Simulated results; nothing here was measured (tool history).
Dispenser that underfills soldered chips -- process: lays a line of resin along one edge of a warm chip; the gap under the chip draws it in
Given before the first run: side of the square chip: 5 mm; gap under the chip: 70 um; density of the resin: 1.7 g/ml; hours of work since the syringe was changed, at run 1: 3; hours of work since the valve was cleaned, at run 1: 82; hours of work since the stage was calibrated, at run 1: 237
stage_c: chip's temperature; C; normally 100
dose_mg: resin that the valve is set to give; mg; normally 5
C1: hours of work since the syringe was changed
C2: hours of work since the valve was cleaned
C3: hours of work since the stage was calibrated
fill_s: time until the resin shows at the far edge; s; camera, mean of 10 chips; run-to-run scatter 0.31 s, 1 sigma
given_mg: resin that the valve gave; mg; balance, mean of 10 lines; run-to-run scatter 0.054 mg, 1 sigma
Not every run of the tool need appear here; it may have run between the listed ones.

{"run": 1, "hour": 0.0, "stage_c": 100, "dose_mg": 5, "C1": 3, "C2": 82, "C3": 237, "fill_s": 11, "given_mg": 4.72}
{"hour": 6.5, "done": "new syringe of resin"}
{"run": 2, "hour": 12.1, "stage_c": 100, "dose_mg": 5, "C1": 4, "C2": 89, "C3": 245, "fill_s": 11.8, "given_mg": 4.69}
{"hour": 17.5, "done": "new syringe of resin"}
{"run": 3, "hour": 20.1, "stage_c": 100, "dose_mg": 6.22, "C1": 2, "C2": 94, "C3": 250, "fill_s": 10.5, "given_mg": 5.79}
{"run": 4, "hour": 26.3, "stage_c": 100, "dose_mg": 5, "C1": 6, "C2": 99, "C3": 254, "fill_s": 14.6, "given_mg": 4.72}
{"hour": 28.4, "done": "new syringe of resin"}
{"run": 5, "hour": 34.9, "stage_c": 100, "dose_mg": 5, "C1": 4, "C2": 104, "C3": 260, "fill_s": 12.6, "given_mg": 4.65}
{"hour": 39.1, "done": "new syringe of resin"}
{"run": 6, "hour": 48.2, "stage_c": 100, "dose_mg": 5, "C1": 6, "C2": 112, "C3": 268, "fill_s": 15.2, "given_mg": 4.57}
{"hour": 50.1, "done": "new syringe of resin"}
{"run": 7, "hour": 60.0, "stage_c": 100, "dose_mg": 5, "C1": 7, "C2": 120, "C3": 276, "fill_s": 15.3, "given_mg": 4.6}
{"hour": 61.2, "done": "new syringe of resin"}
{"run": 8, "hour": 69.6, "stage_c": 100, "dose_mg": 5, "C1": 5, "C2": 126, "C3": 282, "fill_s": 14.1, "given_mg": 4.61}
{"hour": 72.0, "done": "new syringe of resin"}
{"hour": 75.7, "done": "dispensing valve cleaned and set on the balance"}
{"run": 9, "hour": 81.4, "stage_c": 100, "dose_mg": 5, "C1": 5, "C2": 4, "C3": 289, "fill_s": 13.8, "given_mg": 4.99}
{"hour": 84.4, "done": "new syringe of resin"}
{"run": 10, "hour": 88.0, "stage_c": 94, "dose_mg": 5.83, "C1": 2, "C2": 8, "C3": 293, "fill_s": 13, "given_mg": 5.87}
{"hour": 95.1, "done": "new syringe of resin"}
{"run": 11, "hour": 101.0, "stage_c": 107, "dose_mg": 4.52, "C1": 4, "C2": 16, "C3": 301, "fill_s": 10, "given_mg": 4.46}
{"hour": 106.5, "done": "new syringe of resin"}
{"run": 12, "hour": 108.6, "stage_c": 90, "dose_mg": 4.86, "C1": 1, "C2": 21, "C3": 306, "fill_s": 14.6, "given_mg": 4.8}
{"hour": 117.2, "done": "new syringe of resin"}
{"run": 13, "hour": 117.2, "stage_c": 88, "dose_mg": 4.84, "C1": 0, "C2": 26, "C3": 311, "fill_s": 14, "given_mg": 4.76}

Alternative continuations, all from the tool just after run 13; predict every row:
{"hour": 128.0, "done": "new syringe of resin"}
{"run": "A", "hour": 129.6, "stage_c": 95, "dose_mg": 5.66, "C1": 1, "C2": 34, "C3": 319, "fill_s": "?", "given_mg": "?"}
{"hour": 128.0, "done": "new syringe of resin"}
{"run": "B", "hour": 129.6, "stage_c": 91, "dose_mg": 4.35, "C1": 1, "C2": 34, "C3": 319, "fill_s": "?", "given_mg": "?"}
{"hour": 128.0, "done": "new syringe of resin"}
{"run": "C", "hour": 129.6, "stage_c": 109, "dose_mg": 5.87, "C1": 1, "C2": 34, "C3": 319, "fill_s": "?", "given_mg": "?"}
{"hour": 128.0, "done": "new syringe of resin"}
{"run": "D", "hour": 129.6, "stage_c": 104, "dose_mg": 5, "C1": 1, "C2": 34, "C3": 319, "fill_s": "?", "given_mg": "?"}

run=A fill_s=11.4 given_mg=5.57
run=B fill_s=13.7 given_mg=4.3
run=C fill_s=6.9 given_mg=5.75
run=D fill_s=8.3 given_mg=4.94
Take away the tool's hidden state, keep each run's random variation, and the runs would have read:
run=A fill_s=10.9 given_mg=5.67
run=B fill_s=13.2 given_mg=4.38
run=C fill_s=6.6 given_mg=5.86
run=D fill_s=7.9 given_mg=5.03
